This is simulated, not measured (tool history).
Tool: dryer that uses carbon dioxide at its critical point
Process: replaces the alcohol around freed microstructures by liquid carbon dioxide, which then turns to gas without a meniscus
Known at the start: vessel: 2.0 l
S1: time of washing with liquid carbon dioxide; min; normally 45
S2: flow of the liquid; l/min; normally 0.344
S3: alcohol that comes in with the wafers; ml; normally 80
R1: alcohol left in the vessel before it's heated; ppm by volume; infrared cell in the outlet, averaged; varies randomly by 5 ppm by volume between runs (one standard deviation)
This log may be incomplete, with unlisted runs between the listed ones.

run,hour,S1,S2,S3,R1
1,0.0,45,0.344,80,106
2,19.9,45,0.344,80,106
3,40.3,45,0.344,80,98
4,79.7,45,0.344,80,121
5,116.8,45,0.344,80,115
6,147.5,45,0.344,80,117
7,166.2,45,0.344,80,117
8,194.7,59,0.344,80,80
9,229.9,59,0.344,80,80
10,273.8,59,0.344,80,75
# hour 297.5: inlet filter changed
11,310.9,45,0.344,80,105
12,353.2,45,0.344,80,109
13,371.6,45,0.344,80,111
14,393.4,45,0.344,28,84
15,412.9,45,0.344,80,110
16,435.5,45,0.344,80,118
17,476.6,45,0.344,80,111
18,504.0,45,0.344,80,109
19,524.2,45,0.344,80,120
20,564.3,45,0.344,80,127
21,592.4,45,0.344,80,131
22,634.4,45,0.257,80,310
23,659.5,45,0.371,80,118
24,697.9,53,0.270,20,108
25,725.6,53,0.270,20,112
26,755.8,53,0.270,20,115
# hour 762.9: purifier's bed changed
27,783.0,53,0.270,20,25
28,824.6,32,0.393,22,58
29,862.4,42,0.286,113,328
30,892.8,57,0.344,73,24
31,911.3,57,0.344,73,19
32,937.0,45,0.319,80,110
33,968.8,37,0.451,80,54
34,995.0,37,0.451,80,52
35,1025.2,37,0.474,80,36
36,1044.8,45,0.277,71,195
37,1073.5,45,0.277,71,205
# hour 1108.7: inlet filter changed
38,1111.9,45,0.277,71,127
39,1131.2,45,0.262,80,182
40,1159.3,41,0.344,55,68
41,1181.4,38,0.344,23,48
42,1209.6,32,0.344,46,179
43,1230.7,32,0.344,46,191
44,1254.4,32,0.513,81,54
45,1280.8,32,0.513,118,67

Pick out some run-to-run changes in R1. Of each, how much would a tool without hidden state show as well, from the settings, what came in and chance, and how much is left for the hidden state and any gauge scatter not in both results compared?
Unlogged tool condition in this case: flow that reaches the vessel past the clogged filter, %; alcohol in the recycled carbon dioxide, ppm; drift of the gauge itself on alcohol_ppm, %.
Run 22 -> 23: S2 0.257 -> 0.371. R1 -192 ppm by volume: hidden state -40, all else -152.
Run 26 -> 27: purifier's bed changed. R1 -90 ppm by volume: hidden state -85, all else -5.
Run 28 -> 29: S1 32 -> 42, S2 0.393 -> 0.286, S3 22 -> 113. R1 +270 ppm by volume: hidden state +91, all else +179.
Run 29 -> 30: S1 42 -> 57, S2 0.286 -> 0.344, S3 113 -> 73. R1 -304 ppm by volume: hidden state -100, all else -204.

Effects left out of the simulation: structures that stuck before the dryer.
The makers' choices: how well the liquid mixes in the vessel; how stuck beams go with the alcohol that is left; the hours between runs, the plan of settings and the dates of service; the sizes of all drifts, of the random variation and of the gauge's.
